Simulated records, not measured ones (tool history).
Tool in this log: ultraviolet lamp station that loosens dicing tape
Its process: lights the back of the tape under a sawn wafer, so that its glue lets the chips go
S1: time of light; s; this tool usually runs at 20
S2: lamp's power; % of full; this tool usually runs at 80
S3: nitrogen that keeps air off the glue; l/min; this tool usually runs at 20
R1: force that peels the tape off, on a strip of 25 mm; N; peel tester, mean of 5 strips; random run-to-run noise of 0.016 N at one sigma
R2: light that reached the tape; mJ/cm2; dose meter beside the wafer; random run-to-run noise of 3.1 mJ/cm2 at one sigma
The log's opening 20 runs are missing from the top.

run,hour,S1,S2,S3,R1,R2
21,697.5,20,80,20,1.619,311
22,728.3,17,80,20,2.163,263
23,776.3,37,62,8,1.871,432
24,796.5,17,64,17,3.194,203
25,843.9,40,80,20,0.448,581
26,891.8,11,79,20,3.857,153
27,918.3,11,79,20,3.655,151
# hour 952.8: window cleaned of glue's vapour
28,966.8,11,68,20,4.069,140
29,999.5,11,72,17,4.135,142
30,1042.4,11,72,17,4.273,141
31,1061.9,11,72,17,4.425,137
32,1085.2,11,72,17,4.502,138
33,1125.8,11,72,17,4.368,136
34,1147.0,20,66,26,2.348,222
35,1185.3,23,71,37,1.496,267
36,1214.1,23,71,37,1.556,262
37,1234.6,10,75,35,3.866,119
# hour 1269.0: window cleaned of glue's vapour
38,1276.3,20,78,20,2.113,268
39,1308.9,13,70,20,3.833,153
40,1328.8,13,88,8,4.490,186
41,1358.2,13,88,8,4.365,185
42,1403.7,12,65,20,4.508,122
43,1434.4,20,78,36,1.769,242
# hour 1447.0: lamp changed
44,1466.5,39,89,6,0.490,944

What if the next run were any one of these 3? Each begins from the tool's condition after run 44:
A,1502.1,23,76,6,?,?
B,1502.1,26,61,11,?,?
C,1502.1,15,73,33,?,?

run,R1,R2
A,1.916,464
B,1.486,426
C,1.391,292
Without the tool's unlogged condition, the same runs would have read:
run,R1,R2
A,1.694,503
B,1.288,462
C,1.195,317
